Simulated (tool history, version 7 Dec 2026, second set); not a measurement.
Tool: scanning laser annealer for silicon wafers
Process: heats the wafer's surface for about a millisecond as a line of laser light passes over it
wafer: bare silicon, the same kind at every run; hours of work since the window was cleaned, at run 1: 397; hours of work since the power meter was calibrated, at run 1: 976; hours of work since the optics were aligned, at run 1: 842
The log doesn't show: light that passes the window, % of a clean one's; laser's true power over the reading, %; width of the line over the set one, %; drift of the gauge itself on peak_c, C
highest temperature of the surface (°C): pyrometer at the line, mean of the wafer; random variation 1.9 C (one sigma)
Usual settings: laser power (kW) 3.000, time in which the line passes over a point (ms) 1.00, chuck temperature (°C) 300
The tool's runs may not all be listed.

run,hour,laser power (kW),time in which the line passes over a point (ms),chuck temperature (°C),hours of work since the window was cleaned,hours of work since the power meter was calibrated,hours of work since the optics were aligned,highest temperature of the surface (°C)
1,0.0,3.000,1.00,300,397,976,842,1089
2,30.5,3.000,1.00,300,414,993,859,1087
3,73.6,3.000,1.00,300,438,1017,883,1087
4,110.0,3.000,1.00,300,458,1037,904,1092
5,137.0,3.000,1.00,300,473,1052,919,1088
6,165.4,3.000,1.00,300,489,1068,934,1089
7,206.9,3.000,1.00,327,512,1091,958,1119
8,225.9,3.000,1.00,327,523,1102,968,1115
9,269.3,3.000,1.00,327,547,1126,992,1115
10,311.9,3.147,0.88,289,570,1150,1016,1062
# hour 345.2: optics aligned, line set to its width
11,351.4,3.147,0.88,289,590,1169,3,1063
12,377.7,3.147,0.88,289,604,1183,18,1067
13,398.0,3.147,0.88,289,615,1195,29,1065

Forecast each of these 3 alternatives for the next run:
A,420.6,2.644,1.00,306,628,1207,42,?
B,420.6,3.147,1.15,289,628,1207,42,?
C,420.6,2.564,1.00,300,628,1207,42,?

run,highest temperature of the surface (°C)
A,1002
B,1181
C,974
Without the tool's hidden state the same runs would have given:
run,highest temperature of the surface (°C)
A,1002
B,1181
C,975

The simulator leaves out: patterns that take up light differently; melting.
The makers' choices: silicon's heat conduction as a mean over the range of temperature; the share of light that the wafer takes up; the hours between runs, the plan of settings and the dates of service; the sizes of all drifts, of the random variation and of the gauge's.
